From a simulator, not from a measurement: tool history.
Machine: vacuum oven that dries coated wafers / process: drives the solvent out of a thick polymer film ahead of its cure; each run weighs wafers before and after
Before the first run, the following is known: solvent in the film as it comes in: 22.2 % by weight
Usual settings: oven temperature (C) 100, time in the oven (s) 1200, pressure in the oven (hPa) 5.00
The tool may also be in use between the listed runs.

| run | hour | oven temperature (C) | time in the oven (s) | pressure in the oven (hPa) | solvent left in the film (%) |
|---|---|---|---|---|---|
| 1 | 0.0 | 100 | 1200 | 5.00 | 4.42 |
| 2 | 21.1 | 100 | 1200 | 5.00 | 4.39 |
| 3 | 44.4 | 110 | 1200 | 5.00 | 1.82 |
| 4 | 83.2 | 113 | 1200 | 5.00 | 1.43 |
| 5 | 102.1 | 86 | 1200 | 5.00 | 8.61 |
| 6 | 142.4 | 100 | 1200 | 5.00 | 4.13 |
| 7 | 161.2 | 100 | 1200 | 5.00 | 4.01 |
| 8 | 195.7 | 100 | 1200 | 5.00 | 4.06 |
| 9 | 226.3 | 100 | 1200 | 5.00 | 4.18 |
| 10 | 247.8 | 102 | 1860 | 5.50 | 1.71 |
| 11 | 289.6 | 102 | 1860 | 5.50 | 1.75 |
| 12 | 319.9 | 100 | 1800 | 5.00 | 2.11 |
| 13 | 339.4 | 100 | 1800 | 5.00 | 2.09 |
| 14 | 372.8 | 88 | 840 | 5.00 | 9.91 |
| 15 | 411.5 | 105 | 1260 | 5.70 | 2.63 |
| 16 | 453.9 | 105 | 1260 | 5.70 | 2.62 |
| 17 | 498.1 | 96 | 600 | 5.00 | 9.52 |
| 18 | 527.2 | 96 | 600 | 5.00 | 9.80 |

Not shown: 1 entry that the log had between the listed runs. Between which runs, and how does the tool's hidden state differ before and after?
In the gap between runs 2 and 3: oven's thermocouples calibrated (hour 44.4)
  true wafer temperature over the reading, C: -1.63 -> -0.3; true pressure over the reading, kPa: 0.002 -> 0.003
  measured minus no-state result, solvent left in the film (%): +0.45 -> +0.05
